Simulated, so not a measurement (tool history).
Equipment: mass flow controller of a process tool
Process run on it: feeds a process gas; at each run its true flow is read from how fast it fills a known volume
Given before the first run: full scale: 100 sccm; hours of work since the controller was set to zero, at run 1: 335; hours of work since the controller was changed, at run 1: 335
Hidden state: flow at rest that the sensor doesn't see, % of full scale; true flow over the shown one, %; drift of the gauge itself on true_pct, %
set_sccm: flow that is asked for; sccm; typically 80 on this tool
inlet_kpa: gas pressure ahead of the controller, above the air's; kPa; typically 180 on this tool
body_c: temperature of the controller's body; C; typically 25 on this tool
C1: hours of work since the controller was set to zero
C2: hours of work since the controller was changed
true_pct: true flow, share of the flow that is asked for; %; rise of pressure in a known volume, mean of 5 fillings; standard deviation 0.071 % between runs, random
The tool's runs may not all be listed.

run 1 day=0 | set_sccm=80 inlet_kpa=180 body_c=25 | C1=335 C2=335 | true_pct=100.03
run 2 day=1.658 | set_sccm=80 inlet_kpa=155 body_c=25 | C1=363 C2=363 | true_pct=99.87
run 3 day=3.538 | set_sccm=80 inlet_kpa=180 body_c=22 | C1=394 C2=394 | true_pct=100.18
run 4 day=6.271 | set_sccm=80 inlet_kpa=180 body_c=22 | C1=439 C2=439 | true_pct=100.09
run 5 day=8.275 | set_sccm=80 inlet_kpa=180 body_c=25 | C1=473 C2=473 | true_pct=100.17
run 6 day=10.062 | set_sccm=61 inlet_kpa=180 body_c=25 | C1=503 C2=503 | true_pct=100.08
run 7 day=13.479 | set_sccm=67 inlet_kpa=180 body_c=25 | C1=560 C2=560 | true_pct=100.13
run 8 day=15.475 | set_sccm=67 inlet_kpa=180 body_c=20 | C1=593 C2=593 | true_pct=100.28
run 9 day=18.512 | set_sccm=67 inlet_kpa=180 body_c=20 | C1=643 C2=643 | true_pct=100.17
run 10 day=20.567 | set_sccm=80 inlet_kpa=153 body_c=25 | C1=678 C2=678 | true_pct=100.03
run 11 day=22.421 | set_sccm=80 inlet_kpa=153 body_c=25 | C1=709 C2=709 | true_pct=100.13
run 12 day=24.504 | set_sccm=80 inlet_kpa=180 body_c=25 | C1=743 C2=743 | true_pct=100.14
run 13 day=26.008 | set_sccm=80 inlet_kpa=180 body_c=25 | C1=768 C2=768 | true_pct=100.18
run 14 day=27.7 | set_sccm=80 inlet_kpa=180 body_c=25 | C1=796 C2=796 | true_pct=100.23
run 15 day=31.046 | set_sccm=80 inlet_kpa=180 body_c=25 | C1=852 C2=852 | true_pct=100.22
run 16 day=32.6 | set_sccm=80 inlet_kpa=242 body_c=25 | C1=878 C2=878 | true_pct=100.78
run 17 day=35.321 | set_sccm=80 inlet_kpa=180 body_c=25 | C1=924 C2=924 | true_pct=100.41
run 18 day=37.55 | set_sccm=80 inlet_kpa=180 body_c=25 | C1=961 C2=961 | true_pct=100.33
run 19 day=40.304 | set_sccm=80 inlet_kpa=141 body_c=25 | C1=1007 C2=1007 | true_pct=100.12
run 20 day=42.804 | set_sccm=27 inlet_kpa=162 body_c=25 | C1=1048 C2=1048 | true_pct=100.33
run 21 day=45.508 | set_sccm=40 inlet_kpa=167 body_c=34 | C1=1093 C2=1093 | true_pct=100.09
run 22 day=47.142 | set_sccm=34 inlet_kpa=213 body_c=31 | C1=1121 C2=1121 | true_pct=100.41
run 23 day=50.583 | set_sccm=34 inlet_kpa=213 body_c=31 | C1=1178 C2=1178 | true_pct=100.47
run 24 day=53.75 | set_sccm=56 inlet_kpa=190 body_c=25 | C1=1231 C2=1231 | true_pct=100.45
run 25 day=56.258 | set_sccm=51 inlet_kpa=190 body_c=25 | C1=1272 C2=1272 | true_pct=100.54
run 26 day=59.542 | set_sccm=11 inlet_kpa=180 body_c=29 | C1=1327 C2=1327 | true_pct=101.1
run 27 day=62.475 | set_sccm=30 inlet_kpa=199 body_c=28 | C1=1376 C2=1376 | true_pct=100.58
run 28 day=64.229 | set_sccm=59 inlet_kpa=222 body_c=25 | C1=1405 C2=1405 | true_pct=100.61
run 29 day=67.725 | set_sccm=21 inlet_kpa=180 body_c=29 | C1=1464 C2=1464 | true_pct=100.74
run 30 day=71.171 | set_sccm=12 inlet_kpa=157 body_c=23 | C1=1521 C2=1521 | true_pct=101.43
run 31 day=73.829 | set_sccm=16 inlet_kpa=253 body_c=29 | C1=1565 C2=1565 | true_pct=101.54
run 32 day=75.342 | set_sccm=16 inlet_kpa=253 body_c=29 | C1=1590 C2=1590 | true_pct=101.42
run 33 day=77.496 | set_sccm=80 inlet_kpa=243 body_c=25 | C1=1626 C2=1626 | true_pct=101.01
run 34 day=80.221 | set_sccm=80 inlet_kpa=243 body_c=25 | C1=1672 C2=1672 | true_pct=101.05
run 35 day=82.242 | set_sccm=31 inlet_kpa=163 body_c=26 | C1=1705 C2=1705 | true_pct=100.79
run 36 day=83.875 | set_sccm=31 inlet_kpa=163 body_c=26 | C1=1733 C2=1733 | true_pct=100.71
run 37 day=86.871 | set_sccm=80 inlet_kpa=162 body_c=25 | C1=1783 C2=1783 | true_pct=100.6
run 38 day=89.371 | set_sccm=38 inlet_kpa=183 body_c=26 | C1=1824 C2=1824 | true_pct=100.79

Alternative continuations, all from the tool just after run 38; predict every row:
run A day=91.758 | set_sccm=37 inlet_kpa=146 body_c=33 | C1=1864 C2=1864 | true_pct=?
run B day=91.758 | set_sccm=47 inlet_kpa=180 body_c=25 | C1=1864 C2=1864 | true_pct=?
run C day=91.758 | set_sccm=11 inlet_kpa=161 body_c=22 | C1=1864 C2=1864 | true_pct=?
run D day=91.758 | set_sccm=20 inlet_kpa=236 body_c=22 | C1=1864 C2=1864 | true_pct=?
run E day=91.758 | set_sccm=25 inlet_kpa=249 body_c=29 | C1=1864 C2=1864 | true_pct=?

run=A true_pct=100.46
run=B true_pct=100.8
run=C true_pct=101.86
run=D true_pct=101.47
run=E true_pct=101.3
What these runs would have given with no unlogged condition in the tool:
run=A true_pct=99.21
run=B true_pct=99.65
run=C true_pct=99.42
run=D true_pct=99.8
run=E true_pct=99.81
